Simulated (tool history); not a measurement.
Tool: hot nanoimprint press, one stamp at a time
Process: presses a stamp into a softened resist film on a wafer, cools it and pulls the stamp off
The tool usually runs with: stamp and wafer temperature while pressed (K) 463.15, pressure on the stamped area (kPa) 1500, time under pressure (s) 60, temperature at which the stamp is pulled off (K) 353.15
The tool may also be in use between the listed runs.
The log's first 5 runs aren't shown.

run	hour	stamp and wafer temperature while pressed (K)	pressure on the stamped area (kPa)	time under pressure (s)	temperature at which the stamp is pulled off (K)	hours of work since the thermocouple was calibrated	imprints on the stamp's release coat	hours of work since the press's seals were changed	resist left under the stamp's widest pad (angstrom)	greatest force while the stamp is pulled off (N)
6	73.5	463.15	1170	60	353.15	9	1082	422	2181	237
7	85.6	463.15	1170	60	353.15	16	1125	429	2202	226
8	101.5	463.15	1170	60	353.15	25	1181	439	2202	236
9	120.5	463.15	1500	60	353.15	36	1249	450	1950	233
10	136.5	463.15	1500	60	353.15	45	1306	459	1956	238
11	145.3	463.15	1500	60	353.15	50	1337	464	1925	233
12	163.3	463.15	1500	93	353.15	60	1401	474	1637	239
13	173.7	463.15	1500	60	353.15	66	1438	480	1956	236
14	188.8	463.15	1500	60	353.15	75	1492	489	1951	234
15	200.4	463.15	1500	60	353.15	82	1533	496	1954	231
# hour 216.5: stamp cleaned and given a new release coat
16	217.3	463.15	1500	33	356.15	88	3	502	2453	229
17	236.4	462.15	910	41	353.15	99	70	513	2919	239
18	251.3	462.15	910	41	361.15	108	123	522	2897	202
19	270.4	471.15	1500	40	341.15	119	192	533	1597	275
20	282.2	463.15	1570	97	338.15	126	233	539	1583	291
21	301.6	463.15	1500	60	346.15	137	302	551	1964	259
22	311.2	463.15	1500	60	346.15	142	336	556	1941	257
23	328.8	463.15	1500	105	359.15	152	399	566	1564	207
24	344.2	463.15	1500	105	359.15	161	454	575	1575	213
25	354.1	463.15	1500	105	359.15	167	489	581	1588	216
26	370.2	463.15	1500	105	359.15	176	546	590	1552	218
27	383.6	463.15	1500	105	359.15	184	594	598	1568	217
28	393.2	474.15	1100	37	353.15	190	628	603	1701	234
29	409.1	474.15	940	37	355.15	199	685	613	1872	230
30	417.6	463.15	1500	55	353.15	204	715	618	2012	238

Each row is a separate what-if for the run after 30, all from the same tool condition, not one after another. Results?
A	436.0	463.15	1770	55	339.15	214	780	628	?	?
B	436.0	461.15	1500	55	354.15	214	780	628	?	?
C	436.0	463.15	1500	64	345.15	214	780	628	?	?
D	436.0	463.15	940	66	360.15	214	780	628	?	?

run	resist left under the stamp's widest pad (angstrom)	greatest force while the stamp is pulled off (N)
A	1852	290
B	2204	236
C	1903	262
D	2346	208
Without the tool's hidden state the same runs would have given:
run	resist left under the stamp's widest pad (angstrom)	greatest force while the stamp is pulled off (N)
A	1849	289
B	2201	235
C	1900	261
D	2342	207
